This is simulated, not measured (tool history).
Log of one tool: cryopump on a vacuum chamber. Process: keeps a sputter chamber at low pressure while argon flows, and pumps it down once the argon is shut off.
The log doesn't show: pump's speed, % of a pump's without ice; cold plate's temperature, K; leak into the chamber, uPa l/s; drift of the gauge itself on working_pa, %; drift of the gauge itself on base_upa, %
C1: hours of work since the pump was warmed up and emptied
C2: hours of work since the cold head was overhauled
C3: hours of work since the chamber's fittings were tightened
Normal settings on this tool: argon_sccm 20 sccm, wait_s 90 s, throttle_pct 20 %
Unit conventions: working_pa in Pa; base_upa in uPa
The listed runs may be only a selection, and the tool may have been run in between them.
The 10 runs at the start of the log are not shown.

{"run": 11, "hour": 187.3, "argon_sccm": 20, "wait_s": 90, "throttle_pct": 47, "C1": 314, "C2": 314, "C3": 238, "working_pa": 0.0457, "base_upa": 0.61}
{"run": 12, "hour": 198.3, "argon_sccm": 20, "wait_s": 90, "throttle_pct": 47, "C1": 321, "C2": 321, "C3": 245, "working_pa": 0.0466, "base_upa": 0.57}
{"run": 13, "hour": 209.4, "argon_sccm": 20, "wait_s": 90, "throttle_pct": 47, "C1": 328, "C2": 328, "C3": 252, "working_pa": 0.0469, "base_upa": 0.56}
{"run": 14, "hour": 233.2, "argon_sccm": 20, "wait_s": 90, "throttle_pct": 47, "C1": 343, "C2": 343, "C3": 267, "working_pa": 0.0467, "base_upa": 0.58}
{"run": 15, "hour": 257.1, "argon_sccm": 20, "wait_s": 90, "throttle_pct": 47, "C1": 358, "C2": 358, "C3": 282, "working_pa": 0.0462, "base_upa": 0.6}
{"run": 16, "hour": 280.6, "argon_sccm": 20, "wait_s": 90, "throttle_pct": 47, "C1": 373, "C2": 373, "C3": 297, "working_pa": 0.0474, "base_upa": 0.61}
{"run": 17, "hour": 301.1, "argon_sccm": 20, "wait_s": 90, "throttle_pct": 47, "C1": 386, "C2": 386, "C3": 309, "working_pa": 0.0463, "base_upa": 0.61}
{"run": 18, "hour": 314.9, "argon_sccm": 23, "wait_s": 91, "throttle_pct": 47, "C1": 395, "C2": 395, "C3": 318, "working_pa": 0.0544, "base_upa": 0.63}
{"run": 19, "hour": 332.0, "argon_sccm": 20, "wait_s": 231, "throttle_pct": 21, "C1": 405, "C2": 405, "C3": 329, "working_pa": 0.1014, "base_upa": 0.54}
{"run": 20, "hour": 351.1, "argon_sccm": 20, "wait_s": 231, "throttle_pct": 21, "C1": 417, "C2": 417, "C3": 341, "working_pa": 0.102, "base_upa": 0.57}
{"run": 21, "hour": 368.3, "argon_sccm": 25, "wait_s": 231, "throttle_pct": 54, "C1": 428, "C2": 428, "C3": 352, "working_pa": 0.0517, "base_upa": 0.51}
{"run": 22, "hour": 386.0, "argon_sccm": 25, "wait_s": 92, "throttle_pct": 33, "C1": 439, "C2": 439, "C3": 363, "working_pa": 0.0834, "base_upa": 0.66}
{"run": 23, "hour": 400.8, "argon_sccm": 24, "wait_s": 217, "throttle_pct": 33, "C1": 449, "C2": 449, "C3": 372, "working_pa": 0.0798, "base_upa": 0.57}
{"run": 24, "hour": 418.3, "argon_sccm": 24, "wait_s": 233, "throttle_pct": 16, "C1": 460, "C2": 460, "C3": 383, "working_pa": 0.1597, "base_upa": 0.57}
{"run": 25, "hour": 435.2, "argon_sccm": 9, "wait_s": 76, "throttle_pct": 16, "C1": 470, "C2": 470, "C3": 394, "working_pa": 0.06, "base_upa": 0.7}
{"run": 26, "hour": 453.9, "argon_sccm": 9, "wait_s": 76, "throttle_pct": 16, "C1": 482, "C2": 482, "C3": 405, "working_pa": 0.0595, "base_upa": 0.76}
{"run": 27, "hour": 475.8, "argon_sccm": 11, "wait_s": 90, "throttle_pct": 22, "C1": 496, "C2": 496, "C3": 419, "working_pa": 0.055, "base_upa": 0.67}
{"run": 28, "hour": 490.9, "argon_sccm": 25, "wait_s": 35, "throttle_pct": 16, "C1": 505, "C2": 505, "C3": 429, "working_pa": 0.1682, "base_upa": 1.04}
{"run": 29, "hour": 504.1, "argon_sccm": 20, "wait_s": 90, "throttle_pct": 22, "C1": 513, "C2": 513, "C3": 437, "working_pa": 0.0976, "base_upa": 0.68}

Run 30, settings as shown, results not yet in. Your forecast:
{"run": 30, "hour": 514.2, "argon_sccm": 29, "wait_s": 234, "throttle_pct": 17, "C1": 520, "C2": 520, "C3": 443, "working_pa": "?", "base_upa": "?"}

Run 30 measured working_pa 0.1823 Pa, base_upa 0.57 uPa.
The same run, on a tool lacking any hidden state, would have yielded working_pa 0.1779 Pa, base_upa 0.24 uPa.
